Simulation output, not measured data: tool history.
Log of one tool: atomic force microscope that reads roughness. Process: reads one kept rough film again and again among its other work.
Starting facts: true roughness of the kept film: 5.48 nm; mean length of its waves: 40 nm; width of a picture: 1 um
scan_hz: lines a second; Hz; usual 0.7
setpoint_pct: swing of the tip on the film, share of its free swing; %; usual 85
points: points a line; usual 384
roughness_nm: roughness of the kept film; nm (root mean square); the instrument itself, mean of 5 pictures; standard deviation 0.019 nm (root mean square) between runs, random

run 1 hour=0 | scan_hz=0.7 setpoint_pct=85 points=384 | roughness_nm=4.64
run 2 hour=35 | scan_hz=0.7 setpoint_pct=85 points=384 | roughness_nm=4.666
-- hour=54.7 new tip fitted
run 3 hour=93.3 | scan_hz=0.7 setpoint_pct=85 points=384 | roughness_nm=4.669
run 4 hour=122.4 | scan_hz=0.7 setpoint_pct=85 points=384 | roughness_nm=4.649
-- hour=142.4 new tip fitted
run 5 hour=149.4 | scan_hz=1.77 setpoint_pct=85 points=384 | roughness_nm=4.192
run 6 hour=205 | scan_hz=1.77 setpoint_pct=85 points=384 | roughness_nm=4.184
-- hour=232.5 new tip fitted
run 7 hour=264.3 | scan_hz=0.7 setpoint_pct=85 points=384 | roughness_nm=4.634
run 8 hour=315 | scan_hz=3.104 setpoint_pct=85 points=384 | roughness_nm=3.768
-- hour=318.9 new tip fitted
run 9 hour=345.2 | scan_hz=3.104 setpoint_pct=85 points=384 | roughness_nm=3.781
run 10 hour=375.2 | scan_hz=3.104 setpoint_pct=85 points=384 | roughness_nm=3.792
-- hour=410 new tip fitted
run 11 hour=422 | scan_hz=0.7 setpoint_pct=85 points=384 | roughness_nm=4.65
run 12 hour=456.5 | scan_hz=0.7 setpoint_pct=78 points=384 | roughness_nm=4.711
run 13 hour=494.6 | scan_hz=0.7 setpoint_pct=78 points=384 | roughness_nm=4.718
-- hour=498.5 new tip fitted
run 14 hour=532 | scan_hz=0.7 setpoint_pct=78 points=384 | roughness_nm=4.753
run 15 hour=570 | scan_hz=0.7 setpoint_pct=85 points=361 | roughness_nm=4.642
-- hour=585 new tip fitted
run 16 hour=627.8 | scan_hz=0.7 setpoint_pct=83 points=723 | roughness_nm=4.671
-- hour=673.1 new tip fitted
run 17 hour=679.1 | scan_hz=0.7 setpoint_pct=66 points=723 | roughness_nm=4.88
run 18 hour=722.7 | scan_hz=0.637 setpoint_pct=62 points=316 | roughness_nm=4.908
run 19 hour=758.6 | scan_hz=3.4 setpoint_pct=88 points=753 | roughness_nm=3.555
-- hour=764.6 new tip fitted
run 20 hour=802.1 | scan_hz=3.172 setpoint_pct=80 points=384 | roughness_nm=3.971
run 21 hour=842.1 | scan_hz=3.172 setpoint_pct=80 points=384 | roughness_nm=3.953
-- hour=854.6 new tip fitted
run 22 hour=883.4 | scan_hz=1.223 setpoint_pct=67 points=593 | roughness_nm=4.76
run 23 hour=939.9 | scan_hz=0.7 setpoint_pct=65 points=839 | roughness_nm=4.855
-- hour=944.4 new tip fitted
run 24 hour=965.2 | scan_hz=0.7 setpoint_pct=85 points=357 | roughness_nm=4.629
run 25 hour=1001.8 | scan_hz=0.7 setpoint_pct=66 points=696 | roughness_nm=4.852
-- hour=1033.2 new tip fitted
run 26 hour=1040.2 | scan_hz=3.725 setpoint_pct=89 points=634 | roughness_nm=3.391

For run 27, what comes out?
run 27 hour=1087.7 | scan_hz=3.725 setpoint_pct=62 points=498 | roughness_nm=?

{"run 27": {"roughness_nm": 4.485}}
With no hidden state in the tool, this same run would have given roughness_nm 4.499 nm (root mean square).
